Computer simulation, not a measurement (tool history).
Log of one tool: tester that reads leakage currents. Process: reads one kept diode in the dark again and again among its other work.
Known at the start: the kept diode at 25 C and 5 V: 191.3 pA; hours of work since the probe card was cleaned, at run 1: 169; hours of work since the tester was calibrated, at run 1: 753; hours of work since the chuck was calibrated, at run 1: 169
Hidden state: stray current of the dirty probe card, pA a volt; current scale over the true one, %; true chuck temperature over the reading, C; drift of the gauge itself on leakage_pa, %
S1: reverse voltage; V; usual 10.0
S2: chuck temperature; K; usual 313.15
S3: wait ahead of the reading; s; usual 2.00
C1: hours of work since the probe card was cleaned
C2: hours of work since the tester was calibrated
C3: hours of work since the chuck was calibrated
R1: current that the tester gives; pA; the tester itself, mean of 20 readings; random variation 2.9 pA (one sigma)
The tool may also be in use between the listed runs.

Run 1, hour 0.0: usual settings; C1 169; C2 753; C3 169. Result: R1 967.92 pA.
Run 2, hour 233.4: usual settings but S2 314.15 K; C1 340; C2 924; C3 340. Result: R1 1067.11 pA.
Run 3, hour 355.3: usual settings but S2 314.15 K; C1 430; C2 1014; C3 430. Result: R1 1083.80 pA.
Run 4, hour 560.2: usual settings but S2 314.15 K; C1 580; C2 1165; C3 580. Result: R1 1097.67 pA.
Run 5, hour 705.3: usual settings but S2 314.15 K; C1 687; C2 1271; C3 687. Result: R1 1108.07 pA.
Run 6, hour 829.7: usual settings but S2 314.15 K; C1 778; C2 1362; C3 778. Result: R1 1122.93 pA.
Run 7, hour 1004.5: usual settings but S2 314.15 K; C1 907; C2 1491; C3 907. Result: R1 1137.31 pA.
Run 8, hour 1171.5: usual settings but S2 314.15 K; C1 1029; C2 1613; C3 1029. Result: R1 1147.59 pA.
Run 9, hour 1392.2: usual settings but S2 314.15 K; C1 1191; C2 1776; C3 1191. Result: R1 1171.35 pA.
Run 10, hour 1502.4: usual settings but S3 1.04 s; C1 1272; C2 1857; C3 1272. Result: R1 1071.29 pA.
Run 11, hour 1750.3: usual settings; C1 1454; C2 2039; C3 1454. Result: R1 1102.25 pA.
Run 12, hour 1959.6: usual settings; C1 1608; C2 2192; C3 1608. Result: R1 1121.46 pA.
Run 13, hour 2135.7: usual settings; C1 1737; C2 2322; C3 1737. Result: R1 1126.97 pA.
Run 14, hour 2298.9: usual settings but S2 301.15 K; C1 1857; C2 2442; C3 1857. Result: R1 396.28 pA.
Run 15, hour 2406.2: usual settings but S2 301.15 K; C1 1936; C2 2520; C3 1936. Result: R1 397.36 pA.
Run 16, hour 2513.2: usual settings but S2 325.15 K; C1 2015; C2 2599; C3 2015. Result: R1 3149.50 pA.
Run 17, hour 2664.3: usual settings but S2 325.15 K; C1 2126; C2 2710; C3 2126. Result: R1 3180.64 pA.
At hour 2738.2: chuck's temperature calibrated.
At hour 2762.4: probe card cleaned and baked.
Run 18, hour 2906.2: usual settings but S2 325.15 K; C1 106; C2 2884; C3 121. Result: R1 2646.14 pA.
At hour 3118.5: tester calibrated.
Run 19, hour 3149.4: usual settings; C1 283; C2 23; C3 298. Result: R1 984.85 pA.
Run 20, hour 3335.1: usual settings; C1 419; C2 159; C3 435. Result: R1 997.56 pA.
Run 21, hour 3467.1: usual settings but S1 18.6 V, S2 318.15 K, S3 1.31 s; C1 516; C2 256; C3 532. Result: R1 1896.65 pA.
Run 22, hour 3618.6: usual settings but S3 0.63 s; C1 627; C2 367; C3 643. Result: R1 1023.12 pA.
Run 23, hour 3806.8: usual settings but S1 11.4 V, S2 330.15 K; C1 766; C2 506; C3 781. Result: R1 4409.06 pA.
Run 24, hour 3919.2: usual settings but S1 17.6 V, S3 2.25 s; C1 848; C2 588; C3 864. Result: R1 1260.05 pA.
Run 25, hour 4072.8: usual settings but S1 1.3 V, S3 0.35 s; C1 961; C2 701; C3 977. Result: R1 538.98 pA.
Run 26, hour 4207.4: usual settings but S2 310.15 K; C1 1060; C2 800; C3 1075. Result: R1 818.85 pA.
Run 27, hour 4459.8: usual settings but S1 4.9 V, S2 305.15 K, S3 4.21 s; C1 1245; C2 985; C3 1261. Result: R1 420.47 pA.
Run 28, hour 4591.8: usual settings but S1 4.9 V, S2 305.15 K, S3 1.83 s; C1 1342; C2 1082; C3 1358. Result: R1 421.87 pA.
Run 29, hour 4807.1: usual settings but S3 2.21 s; C1 1500; C2 1240; C3 1516. Result: R1 1112.52 pA.
Run 30, hour 4921.8: usual settings but S3 2.21 s; C1 1585; C2 1325; C3 1600. Result: R1 1120.18 pA.
Run 31, hour 5102.7: usual settings but S3 2.21 s; C1 1718; C2 1457; C3 1733. Result: R1 1136.27 pA.
Run 32, hour 5328.8: usual settings but S3 7.08 s; C1 1884; C2 1623; C3 1899. Result: R1 1152.48 pA.
Run 33, hour 5576.9: usual settings but S1 11.1 V, S3 5.35 s; C1 2066; C2 1806; C3 2081. Result: R1 1211.97 pA.
At hour 5711.2: chuck's temperature calibrated.
At hour 5750.1: probe card cleaned and baked.
Run 34, hour 5766.3: usual settings but S2 304.15 K; C1 12; C2 1941; C3 38. Result: R1 425.52 pA.
Run 35, hour 5904.1: usual settings but S2 304.15 K; C1 113; C2 2042; C3 139. Result: R1 430.65 pA.
Run 36, hour 6029.3: usual settings but S1 16.5 V; C1 205; C2 2134; C3 231. Result: R1 1156.38 pA.
Run 37, hour 6259.9: usual settings but S1 1.2 V, S3 0.40 s; C1 374; C2 2304; C3 401. Result: R1 498.08 pA.
Run 38, hour 6415.4: usual settings but S2 327.15 K; C1 489; C2 2418; C3 515. Result: R1 3272.65 pA.
Run 39, hour 6531.8: usual settings but S2 327.15 K; C1 574; C2 2503; C3 601. Result: R1 3295.06 pA.

Hidden state at the last listed run before each entry between runs and at the first one after, where it differs:
Between runs 17 and 18: chuck's temperature calibrated (hour 2738.2); probe card cleaned and baked (hour 2762.4)
  stray current of the dirty probe card, pA a volt: 1.315 -> 0.088; current scale over the true one, %: -1.05 -> -1.1; true chuck temperature over the reading, C: 2.22 -> 0.06
  measured less the result without the state, R1: +507.74 -> -16.11 pA
Between runs 18 and 19: tester calibrated (hour 3118.5)
  stray current of the dirty probe card, pA a volt: 0.088 -> 0.186; current scale over the true one, %: -1.1 -> -0.11; true chuck temperature over the reading, C: 0.06 -> 0.26
  measured less the result without the state, R1: -16.11 -> +22.68 pA
Between runs 33 and 34: chuck's temperature calibrated (hour 5711.2); probe card cleaned and baked (hour 5750.1)
  stray current of the dirty probe card, pA a volt: 1.268 -> 0.031; current scale over the true one, %: -0.65 -> -0.68; true chuck temperature over the reading, C: 2.21 -> 0.04
  measured less the result without the state, R1: +217.78 -> -1.27 pA
